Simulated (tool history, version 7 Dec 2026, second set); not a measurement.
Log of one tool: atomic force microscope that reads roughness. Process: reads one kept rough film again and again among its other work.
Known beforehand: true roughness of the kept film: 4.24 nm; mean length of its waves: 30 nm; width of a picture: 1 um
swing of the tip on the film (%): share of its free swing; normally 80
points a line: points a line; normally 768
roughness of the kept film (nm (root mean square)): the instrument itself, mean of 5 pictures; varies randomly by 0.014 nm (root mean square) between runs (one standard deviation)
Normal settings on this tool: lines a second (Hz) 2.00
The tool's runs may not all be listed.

run,hour,lines a second (Hz),swing of the tip on the film (%),points a line,roughness of the kept film (nm (root mean square))
1,0.0,2.00,80,768,3.130
2,16.3,2.00,80,582,3.054
3,31.7,2.32,80,768,2.942
4,45.3,1.85,80,768,2.974
5,55.6,2.00,80,803,2.898
6,78.6,2.00,80,768,2.810
7,93.7,2.00,80,768,2.796
# hour 97.4: new tip fitted
8,111.0,2.00,80,873,3.331
9,127.8,3.00,80,508,3.075
10,146.9,0.57,80,380,3.471
11,160.5,2.17,87,783,2.950
12,182.5,2.23,77,308,3.047

Forecast run 13:
13,193.4,2.23,77,308,?

{"run 13": {"roughness of the kept film (nm (root mean square))": 3.008}}
With no hidden state in the tool, this same run would have given roughness of the kept film (nm (root mean square)) 3.386.
